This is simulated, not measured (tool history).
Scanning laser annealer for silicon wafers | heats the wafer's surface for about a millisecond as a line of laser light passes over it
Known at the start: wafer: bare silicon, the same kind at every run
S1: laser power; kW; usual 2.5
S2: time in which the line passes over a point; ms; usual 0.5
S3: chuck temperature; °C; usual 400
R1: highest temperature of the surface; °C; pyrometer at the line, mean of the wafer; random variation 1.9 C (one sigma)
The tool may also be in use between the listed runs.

| run | hour | S1 | S2 | S3 | R1 |
|---|---|---|---|---|---|
| 1 | 0 | 2.5 | 0.5 | 400 | 1200 |
| 2 | 17.3 | 2.5 | 0.563 | 400 | 1255 |
| 3 | 33 | 2.5 | 0.563 | 400 | 1261 |
|  | 41.2 | window over the wafer cleaned |
| 4 | 43.2 | 2.5 | 0.563 | 400 | 1234 |
| 5 | 54.4 | 2.5 | 0.563 | 428 | 1264 |
| 6 | 68.2 | 2.5 | 0.5 | 394 | 1173 |
| 7 | 85.8 | 2.5 | 0.5 | 394 | 1176 |
| 8 | 101.9 | 2.5 | 0.5 | 394 | 1174 |
|  | 113 | window over the wafer cleaned, once more |
| 9 | 115 | 2.5 | 0.5 | 394 | 1222 |
| 10 | 123.7 | 2.5 | 0.5 | 394 | 1224 |
| 11 | 137.8 | 2.5 | 0.5 | 394 | 1225 |
| 12 | 152 | 2.5 | 0.5 | 394 | 1220 |
| 13 | 165.6 | 2.5 | 0.5 | 394 | 1221 |
| 14 | 174.6 | 2.5 | 0.5 | 400 | 1224 |
| 15 | 189.2 | 2.5 | 0.5 | 400 | 1227 |
| 16 | 203.4 | 2.5 | 0.5 | 400 | 1226 |
| 17 | 214 | 2.5 | 0.5 | 400 | 1229 |
| 18 | 229.2 | 2.5 | 0.5 | 426 | 1254 |
| 19 | 247.5 | 2.5 | 0.5 | 426 | 1254 |
| 20 | 261.6 | 2.197 | 0.5 | 426 | 1143 |
| 21 | 278.3 | 2.197 | 0.5 | 426 | 1144 |
| 22 | 286.8 | 2.241 | 0.511 | 365 | 1105 |
| 23 | 294.2 | 2.269 | 0.395 | 363 | 1013 |
| 24 | 307 | 2.269 | 0.395 | 363 | 1016 |
| 25 | 325.1 | 2.33 | 0.607 | 400 | 1248 |
| 26 | 337.1 | 2.505 | 0.5 | 400 | 1225 |
| 27 | 345.6 | 2.173 | 0.5 | 400 | 1108 |
| 28 | 354.3 | 2.173 | 0.5 | 400 | 1109 |
| 29 | 366.7 | 2.138 | 0.447 | 400 | 1057 |
| 30 | 379.5 | 2.412 | 0.543 | 400 | 1232 |
| 31 | 387.5 | 2.412 | 0.543 | 400 | 1225 |
| 32 | 404.2 | 2.618 | 0.375 | 417 | 1157 |
| 33 | 413.5 | 2.64 | 0.5 | 417 | 1285 |
| 34 | 426.6 | 2.64 | 0.5 | 417 | 1285 |
| 35 | 437.6 | 2.5 | 0.397 | 376 | 1097 |
| 36 | 453.7 | 2.595 | 0.434 | 386 | 1175 |
| 37 | 466.2 | 2.595 | 0.434 | 386 | 1173 |
| 38 | 474.3 | 2.595 | 0.434 | 386 | 1172 |
| 39 | 483.4 | 2.254 | 0.4 | 400 | 1048 |
| 40 | 498.3 | 2.254 | 0.4 | 400 | 1046 |

Forecast each of these 5 alternatives for the next run:
| A | 510.2 | 2.511 | 0.5 | 400 | ? |
| B | 510.2 | 2.64 | 0.5 | 420 | ? |
| C | 510.2 | 2.316 | 0.423 | 400 | ? |
| D | 510.2 | 2.5 | 0.507 | 400 | ? |
| E | 510.2 | 2.55 | 0.506 | 400 | ? |

| run | R1 |
|---|---|
| A | 1220 |
| B | 1287 |
| C | 1086 |
| D | 1225 |
| E | 1239 |
Without the tool's hidden state the same runs would have given:
| run | R1 |
|---|---|
| A | 1239 |
| B | 1306 |
| C | 1102 |
| D | 1243 |
| E | 1257 |
